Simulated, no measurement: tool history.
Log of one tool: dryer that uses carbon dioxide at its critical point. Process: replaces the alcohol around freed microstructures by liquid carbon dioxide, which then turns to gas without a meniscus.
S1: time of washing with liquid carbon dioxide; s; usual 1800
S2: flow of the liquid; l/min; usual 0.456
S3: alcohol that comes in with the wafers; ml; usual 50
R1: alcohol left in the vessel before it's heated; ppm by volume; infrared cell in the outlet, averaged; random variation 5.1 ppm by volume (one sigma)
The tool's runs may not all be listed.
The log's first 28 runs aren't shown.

Run 29, hour 876.8: usual settings but S1 1680 s, S2 0.38 l/min, S3 28 ml. Result: R1 231 ppm by volume.
Run 30, hour 901.1: usual settings but S1 1200 s, S2 0.532 l/min, S3 28 ml. Result: R1 223 ppm by volume.
Run 31, hour 918.7: usual settings but S1 2100 s, S2 0.468 l/min. Result: R1 125 ppm by volume.
Run 32, hour 942.1: usual settings but S1 2880 s, S2 0.602 l/min, S3 76 ml. Result: R1 110 ppm by volume.
Run 33, hour 981.7: usual settings but S1 2880 s, S2 0.602 l/min, S3 76 ml. Result: R1 111 ppm by volume.
Run 34, hour 1011.8: usual settings but S1 2880 s, S2 0.602 l/min, S3 76 ml. Result: R1 125 ppm by volume.
Run 35, hour 1034.7: usual settings but S3 119 ml. Result: R1 269 ppm by volume.
Run 36, hour 1075.4: usual settings but S3 119 ml. Result: R1 275 ppm by volume.
Run 37, hour 1113.7: usual settings but S1 2640 s, S2 0.69 l/min. Result: R1 126 ppm by volume.
Run 38, hour 1136.9: usual settings but S1 2640 s, S2 0.69 l/min. Result: R1 122 ppm by volume.
Run 39, hour 1178.2: usual settings but S1 2640 s, S2 0.69 l/min. Result: R1 137 ppm by volume.
Run 40, hour 1219.1: usual settings but S1 2340 s, S2 0.732 l/min. Result: R1 145 ppm by volume.
At hour 1242: inlet filter changed.
Run 41, hour 1254.2: usual settings but S1 1680 s, S2 0.6 l/min. Result: R1 151 ppm by volume.
Run 42, hour 1273.4: usual settings but S1 1680 s, S2 0.6 l/min. Result: R1 145 ppm by volume.
Run 43, hour 1295.7: usual settings but S1 1200 s, S2 0.361 l/min, S3 31 ml. Result: R1 741 ppm by volume.
Run 44, hour 1328.9: usual settings but S2 0.338 l/min, S3 39 ml. Result: R1 356 ppm by volume.
Run 45, hour 1363.1: usual settings but S2 0.338 l/min, S3 39 ml. Result: R1 369 ppm by volume.
Run 46, hour 1404: usual settings but S1 2160 s, S3 115 ml. Result: R1 185 ppm by volume.
Run 47, hour 1437.5: usual settings but S1 1140 s, S2 0.39 l/min, S3 36 ml. Result: R1 836 ppm by volume.
Run 48, hour 1478.7: usual settings but S1 1620 s, S3 78 ml. Result: R1 321 ppm by volume.

3 ways to go on from here, each from the tool as it stands after run 48. What would each give?
Run A, hour 1500.7: usual settings but S1 1680 s. Result: R1 ?.
Run B, hour 1500.7: usual settings but S1 2280 s, S2 0.301 l/min, S3 71 ml. Result: R1 ?.
Run C, hour 1500.7: usual settings but S1 2520 s, S3 56 ml. Result: R1 ?.

run   R1
  A  240
  B  394
  C  168
Without the tool's hidden state the same runs would have given:
run   R1
  A   76
  B  213
  C   13
